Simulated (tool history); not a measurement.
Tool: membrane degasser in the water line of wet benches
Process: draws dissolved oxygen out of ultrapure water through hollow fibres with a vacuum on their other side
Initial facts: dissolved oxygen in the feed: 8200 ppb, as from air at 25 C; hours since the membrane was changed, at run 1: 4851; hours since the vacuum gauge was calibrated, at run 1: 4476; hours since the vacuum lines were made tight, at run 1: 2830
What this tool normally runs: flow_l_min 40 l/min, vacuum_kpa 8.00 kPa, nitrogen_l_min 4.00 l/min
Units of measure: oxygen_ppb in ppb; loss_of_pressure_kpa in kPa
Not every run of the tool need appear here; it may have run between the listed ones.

| run | day | flow_l_min | vacuum_kpa | nitrogen_l_min | hours since the membrane was changed | hours since the vacuum gauge was calibrated | hours since the vacuum lines were made tight | oxygen_ppb | loss_of_pressure_kpa |
|---|---|---|---|---|---|---|---|---|---|
| 1 | 0.000 | 40 | 8.00 | 4.00 | 4851 | 4476 | 2830 | 113.8 | 45.95 |
| 2 | 10.154 | 40 | 8.00 | 4.00 | 5094 | 4720 | 3074 | 113.7 | 46.36 |
| 3 | 15.617 | 40 | 8.00 | 4.00 | 5225 | 4851 | 3205 | 111.3 | 46.08 |
| 4 | 20.592 | 40 | 8.00 | 4.00 | 5345 | 4971 | 3325 | 112.4 | 46.61 |
| 5 | 29.642 | 40 | 8.00 | 4.00 | 5562 | 5188 | 3542 | 114.4 | 46.51 |
| 6 | 37.421 | 59 | 8.00 | 4.00 | 5749 | 5375 | 3729 | 171.5 | 68.69 |
| 7 | 48.588 | 49 | 8.00 | 4.00 | 6017 | 5643 | 3997 | 140.8 | 56.49 |
| 8 | 55.212 | 48 | 8.00 | 4.00 | 6176 | 5802 | 4156 | 138.3 | 55.61 |
| 9 | 61.025 | 40 | 8.00 | 4.00 | 6315 | 5941 | 4295 | 115.5 | 46.55 |
| 10 | 66.017 | 40 | 8.00 | 9.53 | 6435 | 6061 | 4415 | 50.9 | 46.80 |
| 11 | 73.921 | 40 | 8.00 | 9.53 | 6625 | 6251 | 4605 | 50.6 | 46.46 |
| 12 | 84.583 | 40 | 8.00 | 9.53 | 6881 | 6506 | 4860 | 50.2 | 46.48 |
| 13 | 92.288 | 40 | 8.00 | 9.53 | 7065 | 6691 | 5045 | 50.9 | 46.85 |
|  | 94.238 | seals of the vacuum lines changed |
| 14 | 99.338 | 37 | 16.99 | 10.44 | 7233 | 6859 | 122 | 117.5 | 43.42 |
| 15 | 105.717 | 35 | 13.18 | 3.51 | 7386 | 7012 | 275 | 234.5 | 40.79 |
| 16 | 115.567 | 43 | 6.32 | 2.94 | 7622 | 7248 | 512 | 108.2 | 50.38 |
| 17 | 124.542 | 53 | 17.05 | 4.00 | 7838 | 7463 | 727 | 410.1 | 62.31 |
| 18 | 133.688 | 45 | 15.54 | 4.00 | 8057 | 7683 | 947 | 315.1 | 52.94 |
| 19 | 143.317 | 32 | 15.54 | 4.00 | 8288 | 7914 | 1178 | 230.0 | 37.71 |
|  | 145.708 | membrane cartridge changed |
| 20 | 153.358 | 52 | 10.07 | 4.00 | 184 | 8151 | 1415 | 205.8 | 61.40 |
| 21 | 164.317 | 50 | 16.83 | 4.00 | 447 | 8414 | 1678 | 386.3 | 59.19 |
| 22 | 175.700 | 50 | 16.83 | 4.00 | 720 | 8687 | 1951 | 382.9 | 58.85 |
|  | 176.983 | vacuum gauge calibrated |
| 23 | 187.092 | 61 | 5.97 | 3.00 | 993 | 243 | 2224 | 136.6 | 71.84 |
| 24 | 195.704 | 40 | 6.13 | 3.44 | 1199 | 449 | 2431 | 81.5 | 47.39 |
| 25 | 205.567 | 30 | 8.00 | 2.71 | 1436 | 686 | 2667 | 123.6 | 35.37 |

Branching from run 25: 4 alternative next runs. What would each branch give?
|  | 207.483 | gauge calibrated |
| A | 210.712 | 28 | 8.00 | 1.96 | 1560 | 810 | 2791 | ? | ? |
|  | 207.483 | gauge calibrated |
| B | 210.712 | 47 | 8.00 | 4.00 | 1560 | 810 | 2791 | ? | ? |
|  | 207.483 | gauge calibrated |
| C | 210.712 | 40 | 8.00 | 4.78 | 1560 | 810 | 2791 | ? | ? |
|  | 207.483 | gauge calibrated |
| D | 210.712 | 34 | 5.97 | 3.25 | 1560 | 810 | 2791 | ? | ? |

| run | oxygen_ppb | loss_of_pressure_kpa |
|---|---|---|
| A | 156.9 | 32.10 |
| B | 130.5 | 53.86 |
| C | 95.3 | 46.01 |
| D | 69.0 | 38.97 |
Without the tool's unlogged condition, the same runs would have read:
| run | oxygen_ppb | loss_of_pressure_kpa |
|---|---|---|
| A | 156.9 | 32.08 |
| B | 130.5 | 53.82 |
| C | 95.3 | 45.98 |
| D | 69.0 | 38.95 |

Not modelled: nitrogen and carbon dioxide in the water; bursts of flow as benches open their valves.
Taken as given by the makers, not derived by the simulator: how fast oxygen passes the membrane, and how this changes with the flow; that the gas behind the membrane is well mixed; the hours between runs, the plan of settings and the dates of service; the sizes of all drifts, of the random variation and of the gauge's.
